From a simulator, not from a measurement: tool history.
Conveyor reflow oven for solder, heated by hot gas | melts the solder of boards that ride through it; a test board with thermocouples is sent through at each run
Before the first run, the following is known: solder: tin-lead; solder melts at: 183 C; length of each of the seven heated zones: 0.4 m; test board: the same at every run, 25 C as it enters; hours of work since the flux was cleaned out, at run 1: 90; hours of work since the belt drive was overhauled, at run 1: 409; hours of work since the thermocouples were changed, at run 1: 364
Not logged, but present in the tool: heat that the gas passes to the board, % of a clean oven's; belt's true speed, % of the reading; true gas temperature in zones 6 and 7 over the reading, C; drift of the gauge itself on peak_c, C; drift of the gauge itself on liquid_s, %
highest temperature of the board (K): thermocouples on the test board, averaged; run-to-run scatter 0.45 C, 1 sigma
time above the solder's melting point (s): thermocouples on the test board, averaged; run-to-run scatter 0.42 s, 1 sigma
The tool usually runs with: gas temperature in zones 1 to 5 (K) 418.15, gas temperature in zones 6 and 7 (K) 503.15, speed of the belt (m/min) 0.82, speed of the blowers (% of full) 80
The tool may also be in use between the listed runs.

| run | hour | gas temperature in zones 1 to 5 (K) | gas temperature in zones 6 and 7 (K) | speed of the belt (m/min) | speed of the blowers (% of full) | hours of work since the flux was cleaned out | hours of work since the belt drive was overhauled | hours of work since the thermocouples were changed | highest temperature of the board (K) | time above the solder's melting point (s) |
|---|---|---|---|---|---|---|---|---|---|---|
| 1 | 0 | 418.15 | 503.15 | 0.82 | 80 | 90 | 409 | 364 | 487.75 | 44.5 |
| 2 | 61 | 418.15 | 503.15 | 0.82 | 80 | 126 | 445 | 399 | 488.25 | 43.7 |
| 3 | 127.2 | 418.15 | 514.15 | 0.82 | 80 | 165 | 484 | 438 | 497.35 | 49.7 |
| 4 | 201.4 | 412.15 | 503.15 | 0.82 | 80 | 209 | 527 | 482 | 486.95 | 42.1 |
| 5 | 260.6 | 412.15 | 503.15 | 0.82 | 80 | 243 | 562 | 517 | 486.65 | 41.5 |
| 6 | 306.2 | 418.15 | 503.15 | 0.82 | 80 | 270 | 589 | 543 | 488.65 | 44.6 |
| 7 | 351.3 | 418.15 | 503.15 | 0.82 | 80 | 297 | 615 | 570 | 488.55 | 44.7 |
| 8 | 389.8 | 418.15 | 503.15 | 0.82 | 80 | 319 | 638 | 592 | 488.05 | 44 |
|  | 420.2 | flux residue cleaned out of gas plates and filters |
| 9 | 443.8 | 418.15 | 503.15 | 0.82 | 80 | 14 | 667 | 621 | 487.85 | 44.6 |
| 10 | 504.8 | 418.15 | 503.15 | 0.82 | 80 | 50 | 703 | 657 | 488.05 | 44.1 |
| 11 | 544.3 | 418.15 | 503.15 | 0.82 | 69 | 73 | 726 | 680 | 485.35 | 42.4 |
| 12 | 584.7 | 418.15 | 503.15 | 0.82 | 80 | 97 | 749 | 704 | 488.85 | 44.8 |
| 13 | 622.5 | 418.15 | 503.15 | 0.82 | 80 | 119 | 772 | 726 | 487.95 | 43.5 |
| 14 | 705.3 | 418.15 | 503.15 | 0.82 | 80 | 167 | 820 | 775 | 488.85 | 44 |
| 15 | 789.4 | 418.15 | 503.15 | 0.82 | 80 | 217 | 870 | 824 | 487.95 | 44.8 |
| 16 | 871.9 | 405.15 | 503.15 | 0.82 | 50 | 265 | 918 | 873 | 476.65 | 30.8 |
| 17 | 923.8 | 405.15 | 503.15 | 0.82 | 50 | 296 | 949 | 903 | 477.55 | 30.1 |
|  | 991.6 | flux residue cleaned out of gas plates and filters |
| 18 | 1002 | 418.15 | 504.15 | 0.82 | 58 | 6 | 992 | 946 | 483.75 | 40.7 |
| 19 | 1036.6 | 429.15 | 515.15 | 0.82 | 58 | 26 | 1012 | 966 | 495.35 | 51.5 |
| 20 | 1093.9 | 429.15 | 515.15 | 0.82 | 58 | 60 | 1046 | 1000 | 495.75 | 52.9 |
| 21 | 1147.7 | 429.15 | 517.15 | 0.82 | 68 | 92 | 1077 | 1032 | 500.15 | 53.9 |

For run 22, what comes out?
| 22 | 1216 | 429.15 | 517.15 | 0.954 | 68 | 132 | 1117 | 1072 | ? | ? |

For run 22 the tool returned highest temperature of the board (K) 494.95, time above the solder's melting point (s) 44.1.
Minus the tool's unlogged condition, the same run would have read highest temperature of the board (K) 494.95, time above the solder's melting point (s) 44.
